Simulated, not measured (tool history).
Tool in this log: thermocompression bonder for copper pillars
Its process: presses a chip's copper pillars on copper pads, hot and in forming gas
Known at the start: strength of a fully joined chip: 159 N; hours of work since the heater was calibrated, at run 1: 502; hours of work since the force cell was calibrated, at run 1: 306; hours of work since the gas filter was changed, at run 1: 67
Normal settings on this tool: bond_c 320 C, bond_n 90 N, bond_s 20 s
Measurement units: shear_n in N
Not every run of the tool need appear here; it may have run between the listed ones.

run,hour,bond_c,bond_n,bond_s,hours of work since the heater was calibrated,hours of work since the force cell was calibrated,hours of work since the gas filter was changed,shear_n
1,0.0,320,90,20,502,306,67,90.0
2,8.7,320,90,20,506,311,72,88.7
3,19.7,320,90,20,512,317,78,89.7
4,35.4,320,90,20,521,325,86,89.8
5,48.5,320,90,20,528,332,93,88.1
6,57.8,320,90,20,533,337,98,89.9
7,66.2,320,90,20,538,342,103,89.0
8,80.3,320,90,21,545,350,111,89.9
9,100.5,320,90,21,556,361,122,89.9
# hour 115.0: forming gas filter changed
10,115.0,320,90,21,564,368,0,94.8
11,123.6,320,90,21,568,373,5,94.7
12,144.1,320,90,20,580,384,16,95.3
13,153.3,320,90,20,585,389,21,93.8
14,173.1,320,90,20,595,400,32,93.3
15,184.5,320,90,20,602,406,38,92.9
16,200.3,320,90,20,610,414,46,91.7
17,210.9,320,90,20,616,420,52,92.9
18,224.0,320,90,20,623,427,59,91.8
19,234.5,313,62,20,629,433,65,63.8
20,243.3,313,62,20,633,438,70,62.6
21,264.0,320,106,13,645,449,81,90.7
22,280.5,323,90,24,654,458,90,98.8
23,291.1,323,90,24,659,464,96,99.9
# hour 303.7: heater calibrated with a thermocouple chip
24,308.0,323,66,24,2,472,104,71.8
25,327.3,310,59,17,13,482,114,48.0
26,343.4,310,59,36,22,491,123,63.7
# hour 356.1: forming gas filter changed
27,359.3,303,66,36,30,499,2,68.9
28,376.2,303,66,36,39,509,11,68.7

For run 29, what comes out?
29,394.6,337,89,20,49,519,21,?

shear_n: 102.4 N
Minus the tool's unlogged condition, the same run would have read shear_n 101.6 N.
